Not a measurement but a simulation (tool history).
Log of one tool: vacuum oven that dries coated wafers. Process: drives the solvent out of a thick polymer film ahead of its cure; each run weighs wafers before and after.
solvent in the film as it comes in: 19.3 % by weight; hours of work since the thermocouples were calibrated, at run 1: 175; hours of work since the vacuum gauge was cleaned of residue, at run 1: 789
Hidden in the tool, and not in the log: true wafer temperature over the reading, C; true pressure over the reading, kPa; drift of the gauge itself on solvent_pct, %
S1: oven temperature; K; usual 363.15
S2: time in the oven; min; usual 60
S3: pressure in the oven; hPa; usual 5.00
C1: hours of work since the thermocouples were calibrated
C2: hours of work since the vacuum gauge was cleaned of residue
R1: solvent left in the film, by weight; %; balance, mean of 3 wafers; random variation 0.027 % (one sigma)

run 1 hour=0.0 | S1=363.15 S2=60 S3=5.00 | C1=175 C2=789 | R1=3.75
run 2 hour=37.2 | S1=363.15 S2=60 S3=5.00 | C1=201 C2=815 | R1=3.73
run 3 hour=56.0 | S1=376.15 S2=60 S3=5.00 | C1=214 C2=828 | R1=0.89
run 4 hour=74.6 | S1=376.15 S2=60 S3=5.00 | C1=226 C2=841 | R1=0.92
run 5 hour=93.7 | S1=376.15 S2=60 S3=5.00 | C1=240 C2=854 | R1=0.90
run 6 hour=111.9 | S1=349.15 S2=60 S3=5.00 | C1=252 C2=867 | R1=8.30
run 7 hour=153.5 | S1=349.15 S2=60 S3=5.00 | C1=281 C2=896 | R1=8.29
run 8 hour=191.8 | S1=349.15 S2=60 S3=5.00 | C1=308 C2=922 | R1=8.30
run 9 hour=220.3 | S1=363.15 S2=60 S3=5.00 | C1=327 C2=942 | R1=3.75
run 10 hour=257.0 | S1=363.15 S2=41 S3=5.00 | C1=353 C2=967 | R1=5.85
run 11 hour=296.3 | S1=363.15 S2=60 S3=5.00 | C1=380 C2=995 | R1=3.78
run 12 hour=340.3 | S1=363.15 S2=60 S3=5.00 | C1=410 C2=1025 | R1=3.76
run 13 hour=375.0 | S1=363.15 S2=60 S3=13.04 | C1=434 C2=1049 | R1=4.04
run 14 hour=411.3 | S1=363.15 S2=60 S3=13.04 | C1=460 C2=1074 | R1=3.98
run 15 hour=453.3 | S1=363.15 S2=60 S3=13.04 | C1=489 C2=1103 | R1=3.98
run 16 hour=484.4 | S1=363.15 S2=60 S3=13.04 | C1=510 C2=1125 | R1=3.98
run 17 hour=523.4 | S1=363.15 S2=60 S3=13.04 | C1=537 C2=1152 | R1=4.01
run 18 hour=553.6 | S1=363.15 S2=60 S3=13.04 | C1=558 C2=1173 | R1=4.00
-- hour=559.8 oven's thermocouples calibrated
run 19 hour=593.1 | S1=363.15 S2=60 S3=13.04 | C1=23 C2=1199 | R1=4.09
run 20 hour=623.9 | S1=365.15 S2=60 S3=5.00 | C1=44 C2=1220 | R1=3.41
run 21 hour=662.3 | S1=363.15 S2=60 S3=4.07 | C1=71 C2=1247 | R1=3.87
run 22 hour=695.5 | S1=363.15 S2=60 S3=4.07 | C1=94 C2=1270 | R1=3.85
run 23 hour=732.6 | S1=363.15 S2=60 S3=4.07 | C1=120 C2=1295 | R1=3.90
run 24 hour=759.9 | S1=349.15 S2=49 S3=19.77 | C1=139 C2=1314 | R1=9.97
run 25 hour=797.7 | S1=352.15 S2=30 S3=7.05 | C1=165 C2=1340 | R1=10.96
-- hour=812.0 oven's thermocouples calibrated, once more
run 26 hour=838.4 | S1=352.15 S2=30 S3=7.05 | C1=18 C2=1367 | R1=10.71
run 27 hour=880.8 | S1=352.15 S2=30 S3=17.32 | C1=48 C2=1397 | R1=10.86
run 28 hour=919.0 | S1=371.15 S2=77 S3=13.22 | C1=74 C2=1423 | R1=1.12
run 29 hour=946.1 | S1=371.15 S2=77 S3=13.22 | C1=93 C2=1442 | R1=1.14
run 30 hour=988.1 | S1=371.15 S2=77 S3=13.22 | C1=122 C2=1471 | R1=1.04
run 31 hour=1027.0 | S1=362.15 S2=56 S3=5.00 | C1=149 C2=1498 | R1=4.26
run 32 hour=1071.1 | S1=362.15 S2=56 S3=5.00 | C1=179 C2=1528 | R1=4.28
run 33 hour=1099.7 | S1=356.15 S2=56 S3=5.00 | C1=199 C2=1548 | R1=6.20
run 34 hour=1136.4 | S1=370.15 S2=47 S3=5.00 | C1=225 C2=1574 | R1=2.85
run 35 hour=1154.5 | S1=370.15 S2=47 S3=5.00 | C1=237 C2=1586 | R1=2.87
run 36 hour=1177.5 | S1=363.15 S2=48 S3=9.43 | C1=253 C2=1602 | R1=4.87
run 37 hour=1206.0 | S1=374.15 S2=60 S3=12.72 | C1=273 C2=1622 | R1=1.28
run 38 hour=1236.4 | S1=358.15 S2=62 S3=12.72 | C1=294 C2=1643 | R1=5.23
run 39 hour=1255.0 | S1=358.15 S2=62 S3=12.72 | C1=307 C2=1656 | R1=5.19
run 40 hour=1287.5 | S1=358.15 S2=62 S3=12.72 | C1=329 C2=1678 | R1=5.26
run 41 hour=1318.0 | S1=358.15 S2=30 S3=12.06 | C1=350 C2=1699 | R1=9.16
run 42 hour=1350.8 | S1=361.15 S2=70 S3=6.91 | C1=373 C2=1722 | R1=3.51
run 43 hour=1374.6 | S1=361.15 S2=59 S3=3.91 | C1=390 C2=1738 | R1=4.28
run 44 hour=1406.1 | S1=361.15 S2=39 S3=2.69 | C1=411 C2=1760 | R1=6.62
run 45 hour=1429.6 | S1=352.15 S2=90 S3=11.87 | C1=428 C2=1777 | R1=5.27
run 46 hour=1472.0 | S1=371.15 S2=44 S3=8.34 | C1=457 C2=1806 | R1=3.02

4 ways to go on from here, each from the tool as it stands after run 46. What would each give?
run A hour=1496.2 | S1=375.15 S2=86 S3=8.34 | C1=474 C2=1823 | R1=?
run B hour=1496.2 | S1=351.15 S2=60 S3=5.00 | C1=474 C2=1823 | R1=?
run C hour=1496.2 | S1=364.15 S2=60 S3=5.00 | C1=474 C2=1823 | R1=?
run D hour=1496.2 | S1=377.15 S2=44 S3=8.34 | C1=474 C2=1823 | R1=?

run=A R1=0.56
run=B R1=7.67
run=C R1=3.42
run=D R1=1.71
Without the tool's hidden state the same runs would have given:
run=A R1=0.46
run=B R1=7.48
run=C R1=3.26
run=D R1=1.61
